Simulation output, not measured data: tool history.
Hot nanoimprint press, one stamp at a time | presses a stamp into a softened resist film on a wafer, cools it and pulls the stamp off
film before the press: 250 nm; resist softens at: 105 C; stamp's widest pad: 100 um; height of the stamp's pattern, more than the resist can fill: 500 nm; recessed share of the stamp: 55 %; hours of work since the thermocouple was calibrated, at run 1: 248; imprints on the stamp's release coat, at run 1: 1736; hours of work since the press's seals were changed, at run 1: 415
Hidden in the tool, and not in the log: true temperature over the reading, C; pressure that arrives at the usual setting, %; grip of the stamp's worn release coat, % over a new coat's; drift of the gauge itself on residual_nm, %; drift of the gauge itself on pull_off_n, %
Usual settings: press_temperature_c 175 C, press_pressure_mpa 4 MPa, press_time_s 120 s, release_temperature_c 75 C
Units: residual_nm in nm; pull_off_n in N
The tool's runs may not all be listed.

run,hour,press_temperature_c,press_pressure_mpa,press_time_s,release_temperature_c,hours of work since the thermocouple was calibrated,imprints on the stamp's release coat,hours of work since the press's seals were changed,residual_nm,pull_off_n
1,0,175,4,120,75,248,1736,415,109.5,163
# hour 33.6: stamp cleaned and given a new release coat
2,80.5,175,4,120,75,280,141,447,109.5,124
3,150.9,175,4.68,120,75,311,353,477,100.7,130
4,198.3,175,4.68,120,75,331,495,497,100,138
5,257.7,175,4.68,120,75,357,673,523,100.2,137
6,343.4,175,4,120,75,393,931,560,108.8,145
7,380.7,175,4,120,75,409,1043,576,108.7,153
8,459.8,175,4,120,75,443,1280,610,108.8,153
9,541.7,175,4,120,75,479,1526,645,108.3,155
10,623.2,175,4,120,75,514,1771,680,108,172
# hour 643.8: stamp cleaned and given a new release coat
# hour 656.4: plate thermocouple calibrated
11,699.5,183,4,120,75,19,158,709,90.5,132
12,763,175,4.05,120,75,46,348,736,112.2,134
13,811.6,175,4.05,120,75,67,494,757,111.4,136
14,891.1,175,4,120,75,101,733,791,112.9,146
15,977.7,165,4,120,75,138,993,828,148.8,156
16,1043.4,165,4,120,75,166,1190,857,148.6,159
17,1128.5,183,4.27,155,75,203,1446,893,78.6,169
# hour 1188.4: press's hydraulic seals changed and the load cell set to zero
18,1221.8,175,4,188,75,240,1702,14,94.2,167
# hour 1264.7: stamp cleaned and given a new release coat
19,1304.1,187,2.44,66,68,272,118,47,128.7,147
20,1376.9,171,3.89,120,67,304,337,78,124.3,154
21,1452.1,171,3.89,120,67,336,563,111,124.3,169
22,1505.6,171,3.89,120,67,359,723,134,124.4,169
23,1571,171,2.87,120,67,387,919,162,143.8,176
24,1650.9,184,5.02,141,62,421,1159,196,70.2,201
25,1722.4,182,5.02,141,62,452,1374,227,74.1,213
26,1759.8,175,3.8,81,72,468,1486,243,127.3,172
27,1815,180,4.88,169,60,492,1652,267,74.5,224
# hour 1873.7: stamp cleaned and given a new release coat
# hour 1902.2: plate thermocouple calibrated
28,1905.1,180,4.88,169,60,1,86,302,77.4,178
29,1957.5,177,4.88,169,64,24,243,324,84,170
30,2012.4,166,4,147,75,47,408,348,135.8,136
31,2095.6,166,4,147,75,83,657,383,136.5,141

3 ways to go on from here, each from the tool as it stands after run 31. What would each give?
A,2159.8,175,3.14,220,75,111,850,411,?,?
B,2159.8,170,4,181,75,111,850,411,?,?
C,2159.8,166,4,90,75,111,850,411,?,?

run,residual_nm,pull_off_n
A,104,147
B,112.1,151
C,156.4,147
Without the tool's hidden state the same runs would have given:
run,residual_nm,pull_off_n
A,103.8,126
B,111.8,129
C,156.1,126
